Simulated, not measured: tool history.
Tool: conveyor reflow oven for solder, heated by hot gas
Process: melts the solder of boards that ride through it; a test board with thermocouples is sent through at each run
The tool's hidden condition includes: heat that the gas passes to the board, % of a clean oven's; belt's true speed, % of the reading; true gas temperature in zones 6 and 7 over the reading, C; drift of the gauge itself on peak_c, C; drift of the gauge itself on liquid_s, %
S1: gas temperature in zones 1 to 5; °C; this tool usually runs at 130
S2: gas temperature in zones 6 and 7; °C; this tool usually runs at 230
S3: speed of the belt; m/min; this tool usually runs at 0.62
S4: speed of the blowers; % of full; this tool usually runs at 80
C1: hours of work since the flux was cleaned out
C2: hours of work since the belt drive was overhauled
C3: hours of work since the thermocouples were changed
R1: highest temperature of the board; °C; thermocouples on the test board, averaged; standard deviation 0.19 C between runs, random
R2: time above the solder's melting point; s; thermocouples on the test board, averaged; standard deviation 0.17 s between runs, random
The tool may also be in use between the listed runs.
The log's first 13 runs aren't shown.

run	hour	S1	S2	S3	S4	C1	C2	C3	R1	R2
14	344.8	130	224	0.62	80	187	569	90	203.6	31.1
15	369.7	139	230	0.62	80	198	580	101	210.2	39.3
16	403.9	130	230	0.724	80	213	595	116	202.4	24.7
17	422.9	116	230	0.62	61	221	603	124	199.9	23.9
# hour 432.8: flux residue cleaned out of gas plates and filters
18	443.2	142	230	0.62	57	4	610	130	206.8	36
19	460.1	130	227	0.62	53	12	617	138	200.2	26.5
20	486.3	122	245	0.701	53	23	629	149	205.3	26
21	503.8	139	230	0.62	77	31	636	157	210.7	39.6
22	520.7	137	230	0.533	74	38	643	164	214.6	49.2
23	558.6	137	230	0.533	74	54	660	180	214.4	48.8
24	583.9	137	243	0.62	59	65	671	191	216.2	41.7
25	620.2	116	228	0.62	80	81	686	207	204.4	29.2
26	648.3	115	228	0.692	80	93	699	219	199.8	20.9
27	668.1	130	219	0.62	80	102	707	228	199.9	27.8
28	692.8	130	219	0.674	80	112	718	238	197	22
29	711.7	130	219	0.674	80	121	726	247	197.1	21.8
30	743.4	130	219	0.674	77	134	740	260	196	20.9
31	768.5	130	219	0.674	77	145	751	271	196.4	20.7
32	802	130	219	0.674	77	160	765	286	196.2	20.6

Branching from run 32: 3 alternative next runs. What would each branch give?
A	819.6	130	242	0.674	90	167	773	293	?	?
B	819.6	132	230	0.668	80	167	773	293	?	?
C	819.6	130	219	0.598	77	167	773	293	?	?

run	R1	R2
A	217.3	37.8
B	206.3	30.8
C	199.9	29.1
Had the tool no hidden state, the same runs would have come out as:
run	R1	R2
A	218.5	38
B	207.3	31.3
C	200.8	29.8
